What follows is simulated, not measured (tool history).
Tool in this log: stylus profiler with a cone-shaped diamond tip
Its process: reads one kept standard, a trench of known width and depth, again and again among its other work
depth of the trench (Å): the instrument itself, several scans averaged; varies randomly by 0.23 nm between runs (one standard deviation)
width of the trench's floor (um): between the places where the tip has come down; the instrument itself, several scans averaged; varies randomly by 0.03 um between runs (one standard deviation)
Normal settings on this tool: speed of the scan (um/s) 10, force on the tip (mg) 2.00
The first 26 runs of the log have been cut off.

| run | hour | speed of the scan (um/s) | force on the tip (mg) | scans with this tip | hours of work since the height scale was calibrated | depth of the trench (Å) | width of the trench's floor (um) |
|---|---|---|---|---|---|---|---|
| 27 | 1045.2 | 10 | 5.50 | 17258 | 42 | 10287.2 | 25.13 |
| 28 | 1077.6 | 10 | 0.72 | 17451 | 57 | 10069.5 | 25.12 |
| 29 | 1119.3 | 8 | 0.81 | 17697 | 76 | 10072.2 | 25.12 |
| 30 | 1156.1 | 20 | 1.01 | 17916 | 93 | 10087.6 | 25.02 |
| 31 | 1179.6 | 5 | 1.29 | 18056 | 104 | 10105.4 | 25.10 |
| 32 | 1221.9 | 5 | 1.29 | 18307 | 123 | 10100.7 | 25.12 |
| 33 | 1256.4 | 5 | 1.29 | 18512 | 139 | 10107.8 | 25.11 |
| 34 | 1289.7 | 19 | 2.00 | 18709 | 154 | 10141.3 | 25.01 |
| 35 | 1342.1 | 2 | 2.00 | 19020 | 178 | 10137.0 | 25.03 |
| 36 | 1378.1 | 12 | 2.68 | 19234 | 194 | 10170.4 | 24.98 |
| 37 | 1400.6 | 13 | 4.83 | 19367 | 205 | 10259.7 | 25.00 |

For run 38, what comes out?
| 38 | 1446.8 | 13 | 4.83 | 19642 | 226 | ? | ? |

Logged for run 38: depth of the trench (Å) 10257.3, width of the trench's floor (um) 25.01.
Were there no unlogged condition in the tool, this run, its random variation unchanged, would have produced depth of the trench (Å) 10266.4, width of the trench's floor (um) 26.53.
